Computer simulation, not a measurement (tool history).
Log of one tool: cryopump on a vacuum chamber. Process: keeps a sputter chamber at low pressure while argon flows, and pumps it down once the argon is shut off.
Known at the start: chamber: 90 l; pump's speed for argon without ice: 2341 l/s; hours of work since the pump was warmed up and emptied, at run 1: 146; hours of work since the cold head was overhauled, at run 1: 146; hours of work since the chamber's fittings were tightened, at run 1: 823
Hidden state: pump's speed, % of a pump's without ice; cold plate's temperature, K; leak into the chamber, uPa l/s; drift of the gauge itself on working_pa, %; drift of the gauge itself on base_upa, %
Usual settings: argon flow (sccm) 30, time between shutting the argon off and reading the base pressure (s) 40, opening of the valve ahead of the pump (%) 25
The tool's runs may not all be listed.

run   hour  argon flow (sccm)  time between shutting the argon off and reading the base pressure (s)  opening of the valve ahead of the pump (%)  hours of work since the pump was warmed up and emptied  hours of work since the cold head was overhauled  hours of work since the chamber's fittings were tightened  pressure while argon flows (Pa)  pressure after the wait (uPa)
  1      0                 30                                                                     40                                          25                                                     146                                               146                                                        823                           0.0884                           0.85
  2   19.3                 30                                                                     40                                          25                                                     161                                               161                                                        839                            0.087                           0.87
  3     36                 30                                                                     40                                          25                                                     174                                               174                                                        852                           0.0882                           0.86
  4   51.4                 30                                                                     21                                          25                                                     186                                               186                                                        864                           0.0885                           1.47
  5   72.8                 30                                                                     40                                          25                                                     203                                               203                                                        880                           0.0876                           0.88
  6   87.2                 30                                                                     40                                          26                                                     214                                               214                                                        892                           0.0845                           0.92
  7  107.3                 30                                                                     40                                          25                                                     230                                               230                                                        908                           0.0893                           0.91
  8  132.4                 30                                                                     40                                          25                                                     250                                               250                                                        927                           0.0887                            0.9
  9  150.5                 30                                                                     40                                          25                                                     264                                               264                                                        941                            0.089                            0.9
 10  176.9                 30                                                                     51                                          25                                                     285                                               285                                                        962                            0.087                           0.76
 11    205                 37                                                                     51                                          25                                                     307                                               307                                                        984                           0.1085                            0.8
 12  221.4                 37                                                                     51                                          25                                                     320                                               320                                                        997                           0.1088                           0.82
 13    247                 37                                                                     51                                          25                                                     340                                               340                                                       1017                           0.1102                            0.8
 14  267.9                 37                                                                     51                                          25                                                     356                                               356                                                       1033                           0.1092                           0.82
 15  293.9                 37                                                                     51                                          25                                                     376                                               376                                                       1054                           0.1103                           0.83
 16  309.6                 37                                                                     51                                          25                                                     389                                               389                                                       1066                           0.1083                           0.82

Run 17 comes next. What will it give?
 17  321.8                 37                                                                     51                                          25                                                     398                                               398                                                       1076                                ?                              ?

{"run 17": {"pressure while argon flows (Pa)": 0.109, "pressure after the wait (uPa)": 0.81}}
Without the tool's hidden state the same run would have given pressure while argon flows (Pa) 0.1063, pressure after the wait (uPa) 0.59.

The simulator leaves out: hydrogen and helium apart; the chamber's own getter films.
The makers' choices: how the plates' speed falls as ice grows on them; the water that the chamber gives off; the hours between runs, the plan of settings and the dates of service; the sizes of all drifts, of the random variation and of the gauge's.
